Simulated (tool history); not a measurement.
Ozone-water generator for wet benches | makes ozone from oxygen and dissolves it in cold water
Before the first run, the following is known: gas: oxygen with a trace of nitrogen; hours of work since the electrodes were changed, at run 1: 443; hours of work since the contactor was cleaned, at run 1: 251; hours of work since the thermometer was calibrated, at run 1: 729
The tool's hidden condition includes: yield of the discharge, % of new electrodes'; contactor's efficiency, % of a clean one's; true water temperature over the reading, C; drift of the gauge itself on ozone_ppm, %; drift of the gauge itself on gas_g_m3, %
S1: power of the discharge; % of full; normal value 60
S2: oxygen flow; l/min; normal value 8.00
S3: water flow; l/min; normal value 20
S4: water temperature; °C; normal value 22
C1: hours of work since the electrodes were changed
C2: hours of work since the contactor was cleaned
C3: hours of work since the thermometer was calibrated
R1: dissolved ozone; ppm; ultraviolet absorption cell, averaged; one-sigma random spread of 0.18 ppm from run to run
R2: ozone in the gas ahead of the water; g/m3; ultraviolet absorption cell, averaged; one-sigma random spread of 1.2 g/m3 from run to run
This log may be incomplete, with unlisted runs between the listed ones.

run	hour	S1	S2	S3	S4	C1	C2	C3	R1	R2
1	0.0	60	8.00	20	22	443	251	729	24.0	217.6
2	29.0	60	8.00	20	22	470	279	756	24.1	216.3
3	56.2	60	8.00	20	22	496	305	782	23.8	218.1
4	78.4	60	8.00	20	22	517	326	804	24.2	219.1
5	108.7	60	8.00	20	22	546	355	832	23.9	215.3
6	129.9	60	8.00	20	22	567	375	853	24.1	214.6
7	159.2	60	8.00	28	22	594	403	881	18.4	215.4
# hour 165.1: contactor cleaned
8	188.0	50	8.00	20	22	618	22	904	22.1	194.2
9	213.1	50	8.00	20	22	642	46	928	21.7	194.9
10	229.5	50	6.81	20	17	658	61	944	24.2	216.3
11	247.2	47	4.55	18	16	674	78	961	26.4	261.1
# hour 282.2: contactor cleaned, once more
12	284.4	89	8.00	20	30	706	2	992	25.4	266.6
13	319.6	68	4.16	24	22	740	36	1026	23.0	337.8

Below are 4 alternative next runs, each starting from the tool's condition after run 13. Predict each:
A	348.8	60	4.82	20	22	767	63	1054	?	?
B	348.8	95	8.00	30	18	767	63	1054	?	?
C	348.8	68	4.16	24	25	767	63	1054	?	?
D	348.8	68	4.18	30	19	767	63	1054	?	?

run	R1	R2
A	25.4	291.8
B	23.7	278.5
C	22.3	340.6
D	19.1	339.0
What these runs would have given with no unlogged condition in the tool:
run	R1	R2
A	25.9	295.8
B	24.3	283.3
C	22.8	345.6
D	19.5	343.9

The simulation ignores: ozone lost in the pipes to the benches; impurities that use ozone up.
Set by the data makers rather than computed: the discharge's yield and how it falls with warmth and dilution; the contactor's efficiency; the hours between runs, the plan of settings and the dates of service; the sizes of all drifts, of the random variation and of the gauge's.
